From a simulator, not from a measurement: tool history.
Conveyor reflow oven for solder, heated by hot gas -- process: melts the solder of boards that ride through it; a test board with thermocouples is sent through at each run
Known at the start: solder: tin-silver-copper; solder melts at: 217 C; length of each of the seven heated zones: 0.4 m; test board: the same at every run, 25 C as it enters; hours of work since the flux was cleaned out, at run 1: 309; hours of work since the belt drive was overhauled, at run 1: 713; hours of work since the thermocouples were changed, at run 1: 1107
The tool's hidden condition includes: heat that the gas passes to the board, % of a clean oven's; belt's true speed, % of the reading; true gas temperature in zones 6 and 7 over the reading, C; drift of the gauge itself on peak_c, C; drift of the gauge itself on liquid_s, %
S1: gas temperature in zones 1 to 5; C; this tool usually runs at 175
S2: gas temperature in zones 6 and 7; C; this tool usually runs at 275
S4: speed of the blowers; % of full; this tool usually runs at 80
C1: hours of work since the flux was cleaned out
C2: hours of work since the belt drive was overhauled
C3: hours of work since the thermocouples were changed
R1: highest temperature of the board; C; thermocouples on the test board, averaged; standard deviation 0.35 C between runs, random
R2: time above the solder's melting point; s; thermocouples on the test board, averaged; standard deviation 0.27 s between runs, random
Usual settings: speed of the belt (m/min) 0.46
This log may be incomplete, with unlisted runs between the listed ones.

{"run": 1, "hour": 0.0, "S1": 175, "S2": 275, "speed of the belt (m/min)": 0.46, "S4": 80, "C1": 309, "C2": 713, "C3": 1107, "R1": 265.4, "R2": 90.2}
{"run": 2, "hour": 97.8, "S1": 175, "S2": 275, "speed of the belt (m/min)": 0.46, "S4": 54, "C1": 349, "C2": 753, "C3": 1147, "R1": 257.8, "R2": 83.3}
{"run": 3, "hour": 141.2, "S1": 175, "S2": 275, "speed of the belt (m/min)": 0.47, "S4": 80, "C1": 367, "C2": 771, "C3": 1165, "R1": 265.2, "R2": 87.9}
{"run": 4, "hour": 234.4, "S1": 175, "S2": 268, "speed of the belt (m/min)": 0.46, "S4": 80, "C1": 405, "C2": 809, "C3": 1203, "R1": 258.6, "R2": 86.4}
{"hour": 295.8, "done": "thermocouples of zones 6 and 7 changed"}
{"run": 5, "hour": 332.2, "S1": 175, "S2": 268, "speed of the belt (m/min)": 0.46, "S4": 80, "C1": 444, "C2": 849, "C3": 15, "R1": 258.8, "R2": 86.1}
{"run": 6, "hour": 378.6, "S1": 175, "S2": 268, "speed of the belt (m/min)": 0.46, "S4": 80, "C1": 463, "C2": 868, "C3": 34, "R1": 258.7, "R2": 86.3}
{"hour": 423.2, "done": "flux residue cleaned out of gas plates and filters"}
{"run": 7, "hour": 482.8, "S1": 164, "S2": 268, "speed of the belt (m/min)": 0.46, "S4": 80, "C1": 24, "C2": 908, "C3": 75, "R1": 257.1, "R2": 80.8}
{"run": 8, "hour": 531.5, "S1": 164, "S2": 268, "speed of the belt (m/min)": 0.46, "S4": 72, "C1": 44, "C2": 928, "C3": 94, "R1": 255.1, "R2": 78.5}
{"run": 9, "hour": 630.4, "S1": 164, "S2": 268, "speed of the belt (m/min)": 0.46, "S4": 72, "C1": 85, "C2": 969, "C3": 135, "R1": 255.4, "R2": 78.1}
{"run": 10, "hour": 715.3, "S1": 164, "S2": 268, "speed of the belt (m/min)": 0.46, "S4": 72, "C1": 120, "C2": 1003, "C3": 170, "R1": 255.4, "R2": 78.5}
{"run": 11, "hour": 778.9, "S1": 173, "S2": 268, "speed of the belt (m/min)": 0.46, "S4": 72, "C1": 146, "C2": 1029, "C3": 196, "R1": 256.2, "R2": 83.2}
{"run": 12, "hour": 825.4, "S1": 175, "S2": 275, "speed of the belt (m/min)": 0.487, "S4": 80, "C1": 165, "C2": 1048, "C3": 215, "R1": 263.4, "R2": 84.1}
{"run": 13, "hour": 897.2, "S1": 175, "S2": 275, "speed of the belt (m/min)": 0.46, "S4": 80, "C1": 194, "C2": 1078, "C3": 244, "R1": 264.7, "R2": 90.1}
{"run": 14, "hour": 949.0, "S1": 175, "S2": 275, "speed of the belt (m/min)": 0.46, "S4": 80, "C1": 215, "C2": 1099, "C3": 265, "R1": 265.8, "R2": 90.4}
{"run": 15, "hour": 1025.3, "S1": 175, "S2": 275, "speed of the belt (m/min)": 0.46, "S4": 80, "C1": 247, "C2": 1130, "C3": 297, "R1": 265.3, "R2": 90.4}
{"run": 16, "hour": 1078.3, "S1": 175, "S2": 286, "speed of the belt (m/min)": 0.465, "S4": 85, "C1": 268, "C2": 1152, "C3": 318, "R1": 276.4, "R2": 95.6}
{"run": 17, "hour": 1180.0, "S1": 175, "S2": 271, "speed of the belt (m/min)": 0.465, "S4": 53, "C1": 310, "C2": 1194, "C3": 360, "R1": 253.6, "R2": 78.4}
{"run": 18, "hour": 1248.4, "S1": 175, "S2": 271, "speed of the belt (m/min)": 0.465, "S4": 53, "C1": 338, "C2": 1222, "C3": 388, "R1": 253.5, "R2": 78.4}
{"run": 19, "hour": 1311.3, "S1": 175, "S2": 271, "speed of the belt (m/min)": 0.528, "S4": 53, "C1": 364, "C2": 1247, "C3": 414, "R1": 248.2, "R2": 63}
{"run": 20, "hour": 1392.7, "S1": 175, "S2": 271, "speed of the belt (m/min)": 0.442, "S4": 51, "C1": 397, "C2": 1281, "C3": 447, "R1": 254.5, "R2": 84}
{"run": 21, "hour": 1454.2, "S1": 190, "S2": 273, "speed of the belt (m/min)": 0.443, "S4": 65, "C1": 422, "C2": 1306, "C3": 472, "R1": 261.9, "R2": 99.8}
{"run": 22, "hour": 1549.2, "S1": 175, "S2": 281, "speed of the belt (m/min)": 0.386, "S4": 80, "C1": 461, "C2": 1345, "C3": 511, "R1": 274.1, "R2": 115}
{"hour": 1601.9, "done": "flux residue cleaned out of gas plates and filters"}
{"run": 23, "hour": 1602.2, "S1": 182, "S2": 281, "speed of the belt (m/min)": 0.386, "S4": 64, "C1": 0, "C2": 1365, "C3": 531, "R1": 272.5, "R2": 116.4}
{"run": 24, "hour": 1674.5, "S1": 182, "S2": 281, "speed of the belt (m/min)": 0.386, "S4": 64, "C1": 30, "C2": 1394, "C3": 560, "R1": 272.3, "R2": 116}
{"run": 25, "hour": 1766.1, "S1": 182, "S2": 281, "speed of the belt (m/min)": 0.386, "S4": 64, "C1": 67, "C2": 1432, "C3": 598, "R1": 272.4, "R2": 116.4}
{"run": 26, "hour": 1818.8, "S1": 183, "S2": 275, "speed of the belt (m/min)": 0.505, "S4": 50, "C1": 89, "C2": 1453, "C3": 620, "R1": 254.6, "R2": 75.5}
{"run": 27, "hour": 1888.3, "S1": 175, "S2": 275, "speed of the belt (m/min)": 0.482, "S4": 80, "C1": 117, "C2": 1482, "C3": 648, "R1": 264.3, "R2": 85.5}
{"run": 28, "hour": 1951.6, "S1": 175, "S2": 275, "speed of the belt (m/min)": 0.482, "S4": 80, "C1": 143, "C2": 1508, "C3": 674, "R1": 263.2, "R2": 85.1}
{"run": 29, "hour": 2037.2, "S1": 175, "S2": 283, "speed of the belt (m/min)": 0.482, "S4": 50, "C1": 178, "C2": 1543, "C3": 709, "R1": 261.4, "R2": 81.4}
{"run": 30, "hour": 2080.2, "S1": 175, "S2": 283, "speed of the belt (m/min)": 0.482, "S4": 50, "C1": 196, "C2": 1560, "C3": 727, "R1": 261.5, "R2": 81.8}

Describe how what the log doesn't record of the tool's condition differs between the last listed run preceding each entry between runs and the first listed run following it.
In the gap between runs 4 and 5: thermocouples of zones 6 and 7 changed (hour 295.8)
  heat that the gas passes to the board, % of a clean oven's: 99.5 -> 99.4; true gas temperature in zones 6 and 7 over the reading, C: 0.09 -> 0
In the gap between runs 6 and 7: flux residue cleaned out of gas plates and filters (hour 423.2)
  heat that the gas passes to the board, % of a clean oven's: 99.4 -> 100; belt's true speed, % of the reading: 99.98 -> 99.97
In the gap between runs 22 and 23: flux residue cleaned out of gas plates and filters (hour 1601.9)
  heat that the gas passes to the board, % of a clean oven's: 99.4 -> 100
